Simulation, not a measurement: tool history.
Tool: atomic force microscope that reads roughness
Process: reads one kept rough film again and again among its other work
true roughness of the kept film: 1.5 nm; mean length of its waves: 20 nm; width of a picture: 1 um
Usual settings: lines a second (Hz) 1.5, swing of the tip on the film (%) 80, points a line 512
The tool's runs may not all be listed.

run,hour,lines a second (Hz),swing of the tip on the film (%),points a line,roughness of the kept film (nm (root mean square))
1,0,1.5,80,512,1.244
# hour 24: new tip fitted
2,26.5,1.5,80,945,1.253
3,61.6,1.5,80,945,1.253
# hour 81.4: height scale calibrated on a step standard
4,99.9,1.5,80,945,1.254
5,137.9,1.5,80,512,1.219
# hour 148.5: new tip fitted
6,163.7,1.5,80,515,1.248
7,201.9,1.5,80,515,1.235
8,229,1.5,80,384,1.239
9,258.7,1.5,80,384,1.233
# hour 273.1: new tip fitted
10,291.9,1.5,80,384,1.233
11,325.6,1.5,80,384,1.215
12,353.4,1.5,80,384,1.232
13,380.7,1.5,80,512,1.233
# hour 398.3: new tip fitted
14,404.6,1.5,82,512,1.234
15,429.5,1.5,82,512,1.232
16,446.9,3.01,80,512,1.122
17,472,3.01,80,512,1.125
18,500.8,1.5,80,512,1.243
# hour 521.5: new tip fitted
19,529.5,1.5,80,512,1.233
20,554.2,1.5,80,512,1.243
21,586.6,1.5,80,804,1.244
22,620,0.6,80,605,1.32
23,638,0.6,80,605,1.331
# hour 646.2: new tip fitted
24,667.7,1.21,56,512,1.351
25,692.7,0.61,68,463,1.352
26,711.6,1.5,62,512,1.327
27,740.3,0.71,61,1005,1.368
28,765,0.71,61,1005,1.366
# hour 770.5: new tip fitted
29,791.5,0.68,61,760,1.373
30,809,1.88,56,828,1.351
31,835.1,1.5,66,512,1.311
32,865.9,1.5,89,512,1.17
33,881.5,0.51,80,583,1.336
# hour 896.1: new tip fitted
34,907.5,1.77,82,512,1.195
35,925.9,1.77,82,512,1.209
36,963.2,1.28,80,467,1.254
37,1000,1.03,64,498,1.331
38,1015.8,0.96,74,498,1.305
# hour 1019.4: new tip fitted
39,1036.1,0.96,74,498,1.311
40,1068.1,0.92,82,256,1.246
41,1088.6,1.99,82,788,1.186

Forecast each of these 5 alternatives for the next run:
A,1120.6,1.03,82,512,?
B,1120.6,2.3,80,512,?
C,1120.6,2.26,60,701,?
D,1120.6,1.5,68,863,?
E,1120.6,2.29,66,478,?

run,roughness of the kept film (nm (root mean square))
A,1.261
B,1.166
C,1.316
D,1.318
E,1.27
Without the tool's hidden state the same runs would have given:
run,roughness of the kept film (nm (root mean square))
A,1.263
B,1.168
C,1.318
D,1.32
E,1.271
